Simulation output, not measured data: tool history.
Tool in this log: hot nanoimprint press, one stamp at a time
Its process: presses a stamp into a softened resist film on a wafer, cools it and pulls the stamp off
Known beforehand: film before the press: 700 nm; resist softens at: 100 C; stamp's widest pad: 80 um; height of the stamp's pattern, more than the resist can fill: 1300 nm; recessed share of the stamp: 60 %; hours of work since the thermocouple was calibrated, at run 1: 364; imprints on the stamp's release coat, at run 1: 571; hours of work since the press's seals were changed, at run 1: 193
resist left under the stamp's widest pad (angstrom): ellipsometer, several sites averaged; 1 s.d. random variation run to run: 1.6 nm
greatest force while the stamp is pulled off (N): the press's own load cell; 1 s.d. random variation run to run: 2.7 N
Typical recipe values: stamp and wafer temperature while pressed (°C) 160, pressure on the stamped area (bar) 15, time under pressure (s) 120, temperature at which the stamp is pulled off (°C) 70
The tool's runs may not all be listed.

| run | hour | stamp and wafer temperature while pressed (°C) | pressure on the stamped area (bar) | time under pressure (s) | temperature at which the stamp is pulled off (°C) | hours of work since the thermocouple was calibrated | imprints on the stamp's release coat | hours of work since the press's seals were changed | resist left under the stamp's widest pad (angstrom) | greatest force while the stamp is pulled off (N) |
|---|---|---|---|---|---|---|---|---|---|---|
| 1 | 0 | 160 | 15 | 120 | 70 | 364 | 571 | 193 | 2526 | 145 |
|  | 23.7 | stamp cleaned and given a new release coat |
| 2 | 38.4 | 160 | 15 | 120 | 70 | 383 | 30 | 211 | 2560 | 144 |
| 3 | 73.5 | 160 | 15 | 120 | 70 | 403 | 100 | 231 | 2561 | 145 |
| 4 | 106.7 | 160 | 15 | 120 | 70 | 422 | 167 | 250 | 2562 | 143 |
| 5 | 121.7 | 160 | 15 | 120 | 70 | 430 | 197 | 259 | 2585 | 147 |
| 6 | 143.9 | 160 | 15 | 120 | 70 | 443 | 241 | 271 | 2504 | 142 |
| 7 | 160.2 | 160 | 15 | 120 | 70 | 452 | 274 | 281 | 2554 | 149 |
| 8 | 190.7 | 160 | 15 | 120 | 70 | 469 | 335 | 298 | 2531 | 143 |
| 9 | 213.6 | 160 | 15 | 120 | 70 | 482 | 381 | 311 | 2548 | 141 |
| 10 | 233.4 | 160 | 15 | 120 | 70 | 494 | 420 | 322 | 2538 | 143 |
| 11 | 264.1 | 160 | 15 | 120 | 70 | 511 | 482 | 340 | 2509 | 142 |
| 12 | 288.5 | 160 | 15 | 120 | 70 | 525 | 530 | 353 | 2536 | 147 |
| 13 | 314.7 | 160 | 15 | 120 | 69 | 540 | 583 | 368 | 2538 | 142 |
|  | 333.1 | stamp cleaned and given a new release coat |
|  | 339.6 | plate thermocouple calibrated |
| 14 | 354.8 | 160 | 15 | 120 | 70 | 9 | 37 | 386 | 2532 | 150 |
| 15 | 386.3 | 160 | 15 | 120 | 70 | 27 | 100 | 404 | 2558 | 146 |
| 16 | 409.5 | 166 | 15 | 120 | 69 | 40 | 147 | 417 | 1954 | 146 |
| 17 | 433.9 | 154 | 15 | 91 | 70 | 54 | 196 | 431 | 3665 | 143 |
| 18 | 468.3 | 154 | 13.8 | 91 | 70 | 73 | 265 | 450 | 3783 | 149 |
| 19 | 502.6 | 154 | 13.8 | 91 | 70 | 93 | 333 | 470 | 3807 | 140 |
| 20 | 527.7 | 154 | 13.8 | 136 | 74 | 107 | 383 | 484 | 3323 | 136 |
| 21 | 546.2 | 154 | 11.6 | 118 | 69 | 117 | 420 | 495 | 3792 | 149 |
| 22 | 570.7 | 154 | 11.6 | 118 | 69 | 131 | 470 | 509 | 3802 | 150 |
| 23 | 594.1 | 154 | 16.5 | 118 | 62 | 145 | 517 | 522 | 3214 | 157 |
| 24 | 623.5 | 159 | 10 | 151 | 64 | 161 | 575 | 539 | 3053 | 157 |
|  | 644.1 | stamp cleaned and given a new release coat |
| 25 | 655.2 | 159 | 17.4 | 165 | 73 | 176 | 22 | 553 | 2178 | 134 |
| 26 | 675.5 | 159 | 17.4 | 165 | 73 | 187 | 62 | 565 | 2164 | 143 |
| 27 | 693.7 | 159 | 17.4 | 165 | 73 | 198 | 99 | 575 | 2163 | 142 |
| 28 | 718.5 | 166 | 21.1 | 120 | 58 | 212 | 148 | 589 | 1590 | 172 |
| 29 | 749.4 | 167 | 15 | 120 | 73 | 229 | 210 | 607 | 1852 | 134 |
| 30 | 782.2 | 158 | 19 | 125 | 70 | 248 | 276 | 625 | 2419 | 142 |

How the hidden state differs across the entries between the runs, from the last listed run before each to the first after it:
Runs 1 to 2: stamp cleaned and given a new release coat (hour 23.7)
  pressure that arrives at the usual setting, %: 99.92 -> 99.91; grip of the stamp's worn release coat, % over a new coat's: 1.2 -> 0.1
Runs 13 to 14: stamp cleaned and given a new release coat (hour 333.1); plate thermocouple calibrated (hour 339.6)
  true temperature over the reading, C: 0.09 -> 0.02; pressure that arrives at the usual setting, %: 99.85 -> 99.84; grip of the stamp's worn release coat, % over a new coat's: 1.2 -> 0.1
Runs 24 to 25: stamp cleaned and given a new release coat (hour 644.1)
  true temperature over the reading, C: 0.05 -> 0.06; grip of the stamp's worn release coat, % over a new coat's: 1.2 -> 0

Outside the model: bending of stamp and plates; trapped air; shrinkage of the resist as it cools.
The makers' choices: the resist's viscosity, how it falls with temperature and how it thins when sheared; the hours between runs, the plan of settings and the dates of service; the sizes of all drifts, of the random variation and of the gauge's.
